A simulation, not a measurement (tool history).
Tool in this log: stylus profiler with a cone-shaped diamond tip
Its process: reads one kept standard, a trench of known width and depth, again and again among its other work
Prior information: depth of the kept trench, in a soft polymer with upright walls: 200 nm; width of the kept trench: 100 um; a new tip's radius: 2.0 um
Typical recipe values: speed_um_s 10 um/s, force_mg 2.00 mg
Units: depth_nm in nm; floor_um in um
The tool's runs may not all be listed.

run	hour	speed_um_s	force_mg	depth_nm	floor_um
1	0.0	10	2.00	202.27	97.44
2	52.0	4	2.00	202.32	97.41
3	146.7	4	2.00	202.27	97.36
4	238.0	35	2.00	202.25	97.21
5	299.7	29	2.00	202.19	97.23
6	354.3	10	2.00	202.29	97.32
7	419.0	10	2.00	202.18	97.37
8	503.8	10	2.00	202.12	97.32
9	583.8	10	1.18	201.48	97.22
10	689.5	10	1.14	201.36	97.23
11	788.4	10	2.00	202.10	97.21
12	837.7	10	2.00	202.09	97.19
13	910.3	10	2.00	202.07	97.13
14	1023.1	10	2.00	201.98	97.20
15	1087.4	17	2.00	202.01	97.12
16	1181.5	17	2.00	201.91	97.04
17	1229.2	10	0.82	200.90	97.01
18	1278.4	10	0.82	200.87	97.05
19	1329.5	10	0.82	200.92	97.03
20	1436.7	10	0.82	200.83	96.99
21	1504.4	10	2.75	202.54	97.03
22	1554.0	10	2.75	202.44	96.97
23	1638.1	10	2.75	202.44	96.98
24	1742.7	2	3.35	202.82	96.97
25	1809.3	16	1.27	201.16	96.90
26	1894.9	31	2.98	202.63	96.85
27	1943.8	30	1.56	201.48	96.77
28	2048.1	9	1.44	201.23	96.90
29	2150.8	9	5.75	204.11	96.90
30	2259.7	9	5.75	204.26	96.86
# hour 2283.2: new tip fitted, height scale calibrated
31	2349.5	9	5.75	204.88	98.16
32	2420.4	10	3.25	203.34	98.18
33	2501.5	27	0.95	201.46	97.93
34	2576.2	27	0.95	201.40	97.89
35	2641.2	27	0.95	201.24	97.86
36	2731.8	6	3.56	203.40	98.01
37	2811.9	11	1.14	201.46	97.89
38	2920.7	16	1.56	201.92	97.80
39	3002.0	15	1.01	201.28	97.88
40	3085.1	15	1.01	201.29	97.80
41	3136.3	17	0.86	201.22	97.77
42	3205.0	24	2.03	202.33	97.73
43	3306.2	16	0.75	201.02	97.66
44	3409.2	20	0.94	201.19	97.66
45	3491.1	25	2.15	202.27	97.66
46	3558.9	25	2.15	202.19	97.62

Here are 4 independent what-if runs from the current tool condition. What would each one return?
A	3615.8	8	4.26	?	?
B	3615.8	3	3.10	?	?
C	3615.8	10	3.94	?	?
D	3615.8	3	1.21	?	?

run	depth_nm	floor_um
A	203.57	97.75
B	202.88	97.69
C	203.35	97.69
D	201.43	97.70
Take away the tool's hidden state, keep each run's random variation, and the runs would have read:
run	depth_nm	floor_um
A	203.86	98.27
B	203.17	98.21
C	203.64	98.22
D	201.72	98.22
